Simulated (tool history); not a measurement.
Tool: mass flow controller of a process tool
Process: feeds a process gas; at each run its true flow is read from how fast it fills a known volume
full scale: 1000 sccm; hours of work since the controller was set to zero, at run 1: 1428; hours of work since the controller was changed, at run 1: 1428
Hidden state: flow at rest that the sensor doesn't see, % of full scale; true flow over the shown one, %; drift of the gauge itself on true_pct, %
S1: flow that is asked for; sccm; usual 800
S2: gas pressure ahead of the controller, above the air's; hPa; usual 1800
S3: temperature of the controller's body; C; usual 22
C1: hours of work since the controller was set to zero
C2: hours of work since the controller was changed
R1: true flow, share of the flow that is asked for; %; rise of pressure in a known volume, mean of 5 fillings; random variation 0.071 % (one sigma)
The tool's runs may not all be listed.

Run 1, day 0.000: usual settings; C1 1428; C2 1428. Result: R1 99.91 %.
Run 2, day 4.079: usual settings but S1 132 sccm; C1 1469; C2 1469. Result: R1 98.15 %.
Run 3, day 9.754: usual settings but S3 21 C; C1 1525; C2 1525. Result: R1 100.00 %.
Run 4, day 15.408: usual settings but S3 21 C; C1 1580; C2 1580. Result: R1 100.13 %.
Run 5, day 23.362: usual settings but S1 613 sccm, S3 21 C; C1 1659; C2 1659. Result: R1 99.42 %.
Run 6, day 26.896: usual settings; C1 1694; C2 1694. Result: R1 99.74 %.
Run 7, day 34.554: usual settings; C1 1769; C2 1769. Result: R1 99.76 %.
Run 8, day 38.496: usual settings; C1 1808; C2 1808. Result: R1 99.81 %.
Run 9, day 41.783: usual settings but S1 319 sccm; C1 1840; C2 1840. Result: R1 98.45 %.
Run 10, day 48.667: usual settings but S1 319 sccm; C1 1908; C2 1908. Result: R1 98.55 %.
Run 11, day 55.938: usual settings but S1 319 sccm; C1 1980; C2 1980. Result: R1 98.24 %.
Run 12, day 59.296: usual settings but S1 319 sccm, S3 36 C; C1 2013; C2 2013. Result: R1 96.96 %.
Run 13, day 65.300: usual settings but S1 154 sccm; C1 2072; C2 2072. Result: R1 97.99 %.
Run 14, day 71.729: usual settings but S1 427 sccm, S2 2350 hPa, S3 37 C; C1 2136; C2 2136. Result: R1 96.56 %.
Run 15, day 76.900: usual settings but S3 39 C; C1 2187; C2 2187. Result: R1 97.80 %.
Run 16, day 80.525: usual settings but S3 39 C; C1 2222; C2 2222. Result: R1 97.65 %.
Run 17, day 85.617: usual settings but S1 951 sccm, S3 29 C; C1 2273; C2 2273. Result: R1 99.22 %.
Run 18, day 90.592: usual settings but S1 155 sccm; C1 2322; C2 2322. Result: R1 97.64 %.
Run 19, day 94.117: usual settings but S1 155 sccm; C1 2356; C2 2356. Result: R1 97.83 %.
Run 20, day 101.308: usual settings but S1 155 sccm; C1 2427; C2 2427. Result: R1 97.74 %.
Run 21, day 109.033: usual settings but S1 155 sccm; C1 2504; C2 2504. Result: R1 97.63 %.
Run 22, day 115.996: usual settings but S1 357 sccm, S2 2520 hPa, S3 36 C; C1 2572; C2 2572. Result: R1 96.16 %.
Run 23, day 119.267: usual settings but S1 469 sccm; C1 2604; C2 2604. Result: R1 98.37 %.
Run 24, day 125.517: usual settings but S1 262 sccm, S2 2770 hPa, S3 38 C; C1 2666; C2 2666. Result: R1 95.37 %.
Run 25, day 131.325: usual settings but S1 261 sccm, S3 28 C; C1 2723; C2 2723. Result: R1 97.22 %.

Forecast each of these 5 alternatives for the next run:
Run A, day 134.717: usual settings but S2 1590 hPa, S3 20 C; C1 2757; C2 2757. Result: R1 ?.
Run B, day 134.717: usual settings but S1 165 sccm, S3 28 C; C1 2757; C2 2757. Result: R1 ?.
Run C, day 134.717: usual settings but S1 261 sccm, S2 2000 hPa, S3 24 C; C1 2757; C2 2757. Result: R1 ?.
Run D, day 134.717: usual settings but S1 261 sccm, S2 2190 hPa, S3 28 C; C1 2757; C2 2757. Result: R1 ?.
Run E, day 134.717: usual settings but S1 255 sccm, S2 2110 hPa, S3 34 C; C1 2757; C2 2757. Result: R1 ?.

run     R1
  A  99.59
  B  96.94
  C  97.39
  D  96.84
  E  96.32
Without the tool's hidden state the same runs would have given:
run      R1
  A  100.31
  B   97.65
  C   98.10
  D   97.54
  E   97.02
